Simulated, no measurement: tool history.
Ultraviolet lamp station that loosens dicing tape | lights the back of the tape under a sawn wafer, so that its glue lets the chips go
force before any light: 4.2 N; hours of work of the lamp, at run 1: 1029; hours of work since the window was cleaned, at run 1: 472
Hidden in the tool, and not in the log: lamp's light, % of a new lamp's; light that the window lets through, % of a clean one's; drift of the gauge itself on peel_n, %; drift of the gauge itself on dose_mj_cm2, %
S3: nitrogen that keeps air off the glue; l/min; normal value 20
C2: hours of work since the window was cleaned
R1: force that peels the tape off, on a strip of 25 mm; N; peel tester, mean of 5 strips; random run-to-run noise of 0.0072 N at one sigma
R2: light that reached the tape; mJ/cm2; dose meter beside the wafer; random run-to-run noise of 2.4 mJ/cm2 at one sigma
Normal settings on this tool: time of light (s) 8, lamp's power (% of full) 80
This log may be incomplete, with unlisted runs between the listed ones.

run 1 hour=0.0 | time_of_light_(s)=8 lamp's_power_(%_of_full)=80 S3=20 | hours_of_work_of_the_lamp=1029 C2=472 | R1=0.454 R2=163
run 2 hour=52.6 | time_of_light_(s)=8 lamp's_power_(%_of_full)=80 S3=20 | hours_of_work_of_the_lamp=1059 C2=502 | R1=0.470 R2=158
run 3 hour=91.9 | time_of_light_(s)=8 lamp's_power_(%_of_full)=80 S3=20 | hours_of_work_of_the_lamp=1082 C2=525 | R1=0.481 R2=157
run 4 hour=144.8 | time_of_light_(s)=16 lamp's_power_(%_of_full)=80 S3=20 | hours_of_work_of_the_lamp=1113 C2=555 | R1=0.237 R2=303
run 5 hour=167.7 | time_of_light_(s)=16 lamp's_power_(%_of_full)=80 S3=20 | hours_of_work_of_the_lamp=1126 C2=568 | R1=0.247 R2=303
run 6 hour=207.6 | time_of_light_(s)=8 lamp's_power_(%_of_full)=80 S3=12 | hours_of_work_of_the_lamp=1149 C2=591 | R1=0.713 R2=150
-- hour=226.4 window cleaned of glue's vapour
run 7 hour=264.7 | time_of_light_(s)=8 lamp's_power_(%_of_full)=80 S3=12 | hours_of_work_of_the_lamp=1182 C2=22 | R1=0.815 R2=132
run 8 hour=311.9 | time_of_light_(s)=8 lamp's_power_(%_of_full)=80 S3=12 | hours_of_work_of_the_lamp=1209 C2=49 | R1=0.841 R2=130
-- hour=320.0 window cleaned of glue's vapour, once more
run 9 hour=355.7 | time_of_light_(s)=8 lamp's_power_(%_of_full)=84 S3=20 | hours_of_work_of_the_lamp=1234 C2=21 | R1=0.408 R2=173
-- hour=372.2 lamp changed
run 10 hour=391.6 | time_of_light_(s)=8 lamp's_power_(%_of_full)=84 S3=20 | hours_of_work_of_the_lamp=11 C2=41 | R1=0.266 R2=279
run 11 hour=439.7 | time_of_light_(s)=8 lamp's_power_(%_of_full)=80 S3=20 | hours_of_work_of_the_lamp=39 C2=69 | R1=0.266 R2=262
run 12 hour=469.1 | time_of_light_(s)=10 lamp's_power_(%_of_full)=80 S3=20 | hours_of_work_of_the_lamp=56 C2=86 | R1=0.248 R2=326
run 13 hour=493.5 | time_of_light_(s)=10 lamp's_power_(%_of_full)=80 S3=20 | hours_of_work_of_the_lamp=70 C2=100 | R1=0.240 R2=318
run 14 hour=547.0 | time_of_light_(s)=10 lamp's_power_(%_of_full)=80 S3=20 | hours_of_work_of_the_lamp=101 C2=131 | R1=0.239 R2=311
run 15 hour=591.9 | time_of_light_(s)=10 lamp's_power_(%_of_full)=80 S3=20 | hours_of_work_of_the_lamp=127 C2=156 | R1=0.240 R2=309
run 16 hour=629.4 | time_of_light_(s)=10 lamp's_power_(%_of_full)=80 S3=20 | hours_of_work_of_the_lamp=149 C2=178 | R1=0.246 R2=308
run 17 hour=658.9 | time_of_light_(s)=10 lamp's_power_(%_of_full)=80 S3=20 | hours_of_work_of_the_lamp=166 C2=195 | R1=0.260 R2=301
run 18 hour=682.8 | time_of_light_(s)=10 lamp's_power_(%_of_full)=80 S3=20 | hours_of_work_of_the_lamp=179 C2=209 | R1=0.250 R2=302
run 19 hour=707.2 | time_of_light_(s)=10 lamp's_power_(%_of_full)=80 S3=24 | hours_of_work_of_the_lamp=194 C2=223 | R1=0.248 R2=298
run 20 hour=740.5 | time_of_light_(s)=10 lamp's_power_(%_of_full)=80 S3=24 | hours_of_work_of_the_lamp=213 C2=242 | R1=0.243 R2=293
run 21 hour=766.0 | time_of_light_(s)=10 lamp's_power_(%_of_full)=80 S3=17 | hours_of_work_of_the_lamp=227 C2=257 | R1=0.245 R2=291
run 22 hour=794.9 | time_of_light_(s)=8 lamp's_power_(%_of_full)=70 S3=19 | hours_of_work_of_the_lamp=244 C2=274 | R1=0.339 R2=203
run 23 hour=823.0 | time_of_light_(s)=8 lamp's_power_(%_of_full)=70 S3=19 | hours_of_work_of_the_lamp=260 C2=290 | R1=0.342 R2=201
run 24 hour=852.8 | time_of_light_(s)=8 lamp's_power_(%_of_full)=70 S3=19 | hours_of_work_of_the_lamp=278 C2=307 | R1=0.351 R2=199
run 25 hour=902.3 | time_of_light_(s)=8 lamp's_power_(%_of_full)=70 S3=19 | hours_of_work_of_the_lamp=306 C2=336 | R1=0.355 R2=195
run 26 hour=954.0 | time_of_light_(s)=7 lamp's_power_(%_of_full)=70 S3=19 | hours_of_work_of_the_lamp=336 C2=366 | R1=0.440 R2=166
run 27 hour=1006.8 | time_of_light_(s)=7 lamp's_power_(%_of_full)=70 S3=19 | hours_of_work_of_the_lamp=367 C2=396 | R1=0.463 R2=167
run 28 hour=1056.1 | time_of_light_(s)=11 lamp's_power_(%_of_full)=88 S3=12 | hours_of_work_of_the_lamp=395 C2=425 | R1=0.277 R2=313
run 29 hour=1078.9 | time_of_light_(s)=11 lamp's_power_(%_of_full)=88 S3=12 | hours_of_work_of_the_lamp=408 C2=438 | R1=0.261 R2=320
run 30 hour=1129.8 | time_of_light_(s)=11 lamp's_power_(%_of_full)=88 S3=12 | hours_of_work_of_the_lamp=438 C2=467 | R1=0.266 R2=310
run 31 hour=1175.0 | time_of_light_(s)=9 lamp's_power_(%_of_full)=70 S3=20 | hours_of_work_of_the_lamp=464 C2=493 | R1=0.351 R2=198
run 32 hour=1217.4 | time_of_light_(s)=9 lamp's_power_(%_of_full)=70 S3=20 | hours_of_work_of_the_lamp=488 C2=518 | R1=0.357 R2=193
run 33 hour=1261.5 | time_of_light_(s)=15 lamp's_power_(%_of_full)=82 S3=20 | hours_of_work_of_the_lamp=514 C2=543 | R1=0.233 R2=377
run 34 hour=1288.8 | time_of_light_(s)=12 lamp's_power_(%_of_full)=69 S3=38 | hours_of_work_of_the_lamp=529 C2=559 | R1=0.243 R2=250
run 35 hour=1324.0 | time_of_light_(s)=12 lamp's_power_(%_of_full)=69 S3=38 | hours_of_work_of_the_lamp=550 C2=579 | R1=0.251 R2=245
run 36 hour=1357.4 | time_of_light_(s)=12 lamp's_power_(%_of_full)=69 S3=38 | hours_of_work_of_the_lamp=569 C2=599 | R1=0.242 R2=245
-- hour=1368.1 window cleaned of glue's vapour
run 37 hour=1381.8 | time_of_light_(s)=5 lamp's_power_(%_of_full)=83 S3=16 | hours_of_work_of_the_lamp=583 C2=8 | R1=0.617 R2=140
run 38 hour=1419.6 | time_of_light_(s)=5 lamp's_power_(%_of_full)=83 S3=16 | hours_of_work_of_the_lamp=605 C2=30 | R1=0.632 R2=143
run 39 hour=1468.8 | time_of_light_(s)=5 lamp's_power_(%_of_full)=83 S3=16 | hours_of_work_of_the_lamp=633 C2=58 | R1=0.645 R2=142
run 40 hour=1519.5 | time_of_light_(s)=5 lamp's_power_(%_of_full)=83 S3=16 | hours_of_work_of_the_lamp=662 C2=87 | R1=0.661 R2=133
run 41 hour=1551.8 | time_of_light_(s)=5 lamp's_power_(%_of_full)=83 S3=16 | hours_of_work_of_the_lamp=681 C2=106 | R1=0.690 R2=131
run 42 hour=1600.9 | time_of_light_(s)=5 lamp's_power_(%_of_full)=98 S3=37 | hours_of_work_of_the_lamp=709 C2=134 | R1=0.367 R2=154

3 ways to go on from here, each from the tool as it stands after run 42. What would each give?
run A hour=1648.2 | time_of_light_(s)=9 lamp's_power_(%_of_full)=60 S3=38 | hours_of_work_of_the_lamp=737 C2=162 | R1=? R2=?
run B hour=1648.2 | time_of_light_(s)=5 lamp's_power_(%_of_full)=86 S3=14 | hours_of_work_of_the_lamp=737 C2=162 | R1=? R2=?
run C hour=1648.2 | time_of_light_(s)=16 lamp's_power_(%_of_full)=71 S3=26 | hours_of_work_of_the_lamp=737 C2=162 | R1=? R2=?

run=A R1=0.332 R2=165
run=B R1=0.715 R2=138
run=C R1=0.224 R2=353
Stripped of hidden state, with their random variation kept, the same runs would have yielded:
run=A R1=0.257 R2=223
run=B R1=0.462 R2=184
run=C R1=0.220 R2=474

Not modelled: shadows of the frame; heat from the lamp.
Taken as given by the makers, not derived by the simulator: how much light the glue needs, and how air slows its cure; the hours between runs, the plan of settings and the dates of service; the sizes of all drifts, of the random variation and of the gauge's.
